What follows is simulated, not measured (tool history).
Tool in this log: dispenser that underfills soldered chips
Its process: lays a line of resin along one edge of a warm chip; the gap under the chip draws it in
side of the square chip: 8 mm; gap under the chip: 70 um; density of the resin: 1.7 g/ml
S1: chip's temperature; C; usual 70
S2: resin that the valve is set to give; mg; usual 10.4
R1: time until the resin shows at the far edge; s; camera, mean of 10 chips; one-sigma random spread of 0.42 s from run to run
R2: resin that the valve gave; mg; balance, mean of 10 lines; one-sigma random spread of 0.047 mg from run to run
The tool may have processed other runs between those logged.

run,hour,S1,S2,R1,R2
1,0.0,70,10.4,30.1,9.96
2,4.2,70,9.7,34.8,9.27
3,8.9,77,10.4,23.5,9.86
4,11.3,77,10.4,24.9,9.83
5,14.3,70,10.4,35.0,9.84
6,19.4,70,10.4,31.3,9.77
7,21.8,57,10.4,55.1,9.80
8,24.5,70,9.6,34.5,9.02
9,27.0,60,10.4,54.8,9.77
10,31.0,60,10.4,48.1,9.77
11,36.0,60,10.4,51.9,10.42
12,39.2,60,10.4,46.1,10.37
13,41.9,60,10.4,48.3,10.34
14,46.6,60,10.4,53.4,10.28
15,50.5,56,10.4,55.9,10.24
16,55.4,56,10.4,62.9,10.23
17,58.0,70,10.4,29.7,10.25
18,62.2,70,10.4,32.7,10.13
19,65.5,70,9.9,35.2,9.76
20,68.2,70,9.9,30.0,9.65
21,73.5,70,11.1,32.7,10.81
22,78.8,70,11.1,30.2,10.77
23,83.0,72,11.3,30.6,10.93
24,88.6,60,8.8,49.3,8.56
25,90.9,70,10.8,31.7,10.34
26,94.1,69,9.3,37.0,8.93
27,99.7,69,11.2,31.1,10.74
28,104.6,70,10.5,33.4,10.05
29,109.4,70,9.0,32.5,8.58
30,112.4,64,11.9,41.5,11.23
31,115.2,64,11.9,44.0,11.24
32,117.9,55,13.1,54.7,12.37
33,121.2,78,9.0,25.1,8.54
34,123.7,69,10.4,36.1,9.84
35,128.6,64,9.7,40.4,9.05
36,134.2,64,9.7,44.8,9.12

Removed from this log: 14 entries logged between the listed runs. Between which two listed runs does each belong, and how does the tool's hidden state at the listed run before it compare with that at the listed run after it?
Run 2 -> run 3: new syringe of resin (hour 7.9)
  resin's viscosity, % of fresh resin's: 113.3 -> 102.6; dose that the valve gives, % of what is set: 95.3 -> 94.98; true chip temperature over the reading, C: -0.11 -> -0.1
  difference, measured minus the result without the unlogged condition, R1: +4.7 -> +1.0 s; R2: -0.45 -> -0.52 mg
Run 5 -> run 6: new syringe of resin (hour 17.9)
  resin's viscosity, % of fresh resin's: 115.1 -> 102.9; dose that the valve gives, % of what is set: 94.65 -> 94.31; true chip temperature over the reading, C: -0.09 -> -0.08
  difference, measured minus the result without the unlogged condition, R1: +5.1 -> +1.4 s; R2: -0.56 -> -0.59 mg
Run 9 -> run 10: new syringe of resin (hour 27.7)
  resin's viscosity, % of fresh resin's: 121.3 -> 107.5; dose that the valve gives, % of what is set: 93.8 -> 93.57; true chip temperature over the reading, C: -0.07 -> -0.06
  difference, measured minus the result without the unlogged condition, R1: +10.5 -> +4.3 s; R2: -0.65 -> -0.67 mg
Run 10 -> run 11: dispensing valve cleaned and set on the balance (hour 34.2)
  resin's viscosity, % of fresh resin's: 107.5 -> 117.3; dose that the valve gives, % of what is set: 93.57 -> 99.86
  difference, measured minus the result without the unlogged condition, R1: +4.3 -> +7.7 s; R2: -0.67 -> -0.02 mg
Run 11 -> run 12: new syringe of resin (hour 38.6)
  resin's viscosity, % of fresh resin's: 117.3 -> 102.6; dose that the valve gives, % of what is set: 99.86 -> 99.66; true chip temperature over the reading, C: -0.06 -> -0.05
  difference, measured minus the result without the unlogged condition, R1: +7.7 -> +1.3 s; R2: -0.02 -> -0.04 mg
Run 14 -> run 15: new syringe of resin (hour 48.2)
  resin's viscosity, % of fresh resin's: 120.5 -> 104.6; dose that the valve gives, % of what is set: 99.15 -> 98.91; true chip temperature over the reading, C: -0.04 -> -0.03
  difference, measured minus the result without the unlogged condition, R1: +9.3 -> +2.6 s; R2: -0.09 -> -0.11 mg
Run 16 -> run 17: new syringe of resin (hour 58.0)
  resin's viscosity, % of fresh resin's: 116.4 -> 100.9; dose that the valve gives, % of what is set: 98.56 -> 98.41
  difference, measured minus the result without the unlogged condition, R1: +9.2 -> +0.4 s; R2: -0.15 -> -0.16 mg
Run 19 -> run 20: new syringe of resin (hour 67.9)
  resin's viscosity, % of fresh resin's: 118.7 -> 101.2; dose that the valve gives, % of what is set: 97.9 -> 97.74; true chip temperature over the reading, C: -0.01 -> 0
  difference, measured minus the result without the unlogged condition, R1: +5.8 -> +0.6 s; R2: -0.21 -> -0.22 mg
Run 21 -> run 22: new syringe of resin (hour 77.6)
  resin's viscosity, % of fresh resin's: 113.6 -> 104.9; dose that the valve gives, % of what is set: 97.37 -> 97.03; true chip temperature over the reading, C: 0.01 -> 0.02
  difference, measured minus the result without the unlogged condition, R1: +4.0 -> +1.6 s; R2: -0.29 -> -0.33 mg
Run 23 -> run 24: new syringe of resin (hour 87.5)
  resin's viscosity, % of fresh resin's: 114.9 -> 103; dose that the valve gives, % of what is set: 96.74 -> 96.37; true chip temperature over the reading, C: 0.02 -> 0.03
  difference, measured minus the result without the unlogged condition, R1: +4.1 -> +2.2 s; R2: -0.36 -> -0.32 mg
Run 26 -> run 27: new syringe of resin (hour 97.1)
  resin's viscosity, % of fresh resin's: 115.9 -> 103.6; dose that the valve gives, % of what is set: 95.97 -> 95.63; true chip temperature over the reading, C: 0.04 -> 0.05
  difference, measured minus the result without the unlogged condition, R1: +5.5 -> +1.3 s; R2: -0.37 -> -0.49 mg
Run 28 -> run 29: new syringe of resin (hour 106.8)
  resin's viscosity, % of fresh resin's: 115.1 -> 105.9; dose that the valve gives, % of what is set: 95.32 -> 95.02
  difference, measured minus the result without the unlogged condition, R1: +4.7 -> +2.5 s; R2: -0.49 -> -0.45 mg
Run 31 -> run 32: new syringe of resin (hour 116.5)
  resin's viscosity, % of fresh resin's: 120.4 -> 103; dose that the valve gives, % of what is set: 94.65 -> 94.51; true chip temperature over the reading, C: 0.07 -> 0.08
  difference, measured minus the result without the unlogged condition, R1: +7.6 -> +1.6 s; R2: -0.63 -> -0.72 mg
Run 34 -> run 35: new syringe of resin (hour 126.1)
  resin's viscosity, % of fresh resin's: 116.9 -> 104.6; dose that the valve gives, % of what is set: 94.09 -> 93.79; true chip temperature over the reading, C: 0.09 -> 0.1
  difference, measured minus the result without the unlogged condition, R1: +5.6 -> +2.5 s; R2: -0.62 -> -0.60 mg
